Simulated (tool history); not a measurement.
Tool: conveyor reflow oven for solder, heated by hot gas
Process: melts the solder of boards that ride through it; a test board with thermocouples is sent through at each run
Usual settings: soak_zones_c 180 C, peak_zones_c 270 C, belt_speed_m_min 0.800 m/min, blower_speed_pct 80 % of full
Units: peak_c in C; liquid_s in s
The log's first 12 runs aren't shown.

run	hour	soak_zones_c	peak_zones_c	belt_speed_m_min	blower_speed_pct	peak_c	liquid_s
13	387.9	180	270	0.800	51	246.1	36.1
14	429.2	180	270	0.800	51	246.1	35.7
15	449.2	180	258	0.800	51	236.1	28.7
16	483.7	180	258	0.800	51	235.7	28.5
17	520.0	167	270	0.870	80	246.7	31.3
18	549.0	167	270	0.870	80	246.8	31.2
# hour 555.0: belt drive overhauled, speed set with a stopwatch
# hour 590.1: flux residue cleaned out of gas plates and filters
19	597.3	180	270	0.800	58	248.6	39.1
20	623.8	180	270	0.800	58	248.8	38.9
21	648.4	180	279	0.800	80	261.1	45.4
# hour 664.4: belt drive overhauled, speed set with a stopwatch, once more
22	683.9	180	279	0.800	80	260.4	44.4
23	716.6	173	271	0.756	85	255.0	42.9
24	734.6	180	270	0.893	54	242.0	29.1
25	775.4	188	284	0.659	89	272.4	61.2
26	813.5	173	284	0.944	50	245.6	27.4
27	835.6	173	267	0.909	50	234.7	21.4
# hour 850.1: thermocouples of zones 6 and 7 changed
28	874.7	195	275	0.745	80	262.9	53.3
29	896.6	186	267	0.800	80	252.0	42.6
30	920.1	173	264	0.844	54	238.7	26.9

4 ways to go on from here, each from the tool as it stands after run 30. What would each give?
# hour 935.7: flux residue cleaned out of gas plates and filters
A	962.7	180	265	0.800	80	?	?
# hour 935.7: flux residue cleaned out of gas plates and filters
B	962.7	183	264	0.858	72	?	?
# hour 935.7: flux residue cleaned out of gas plates and filters
C	962.7	173	284	0.844	54	?	?
# hour 935.7: flux residue cleaned out of gas plates and filters
D	962.7	182	270	0.661	80	?	?

run	peak_c	liquid_s
A	251.0	40.5
B	247.5	35.8
C	256.6	37.7
D	260.6	55.2
Without the tool's hidden state the same runs would have given:
run	peak_c	liquid_s
A	250.9	40.4
B	247.4	35.7
C	256.6	37.6
D	260.5	55.1

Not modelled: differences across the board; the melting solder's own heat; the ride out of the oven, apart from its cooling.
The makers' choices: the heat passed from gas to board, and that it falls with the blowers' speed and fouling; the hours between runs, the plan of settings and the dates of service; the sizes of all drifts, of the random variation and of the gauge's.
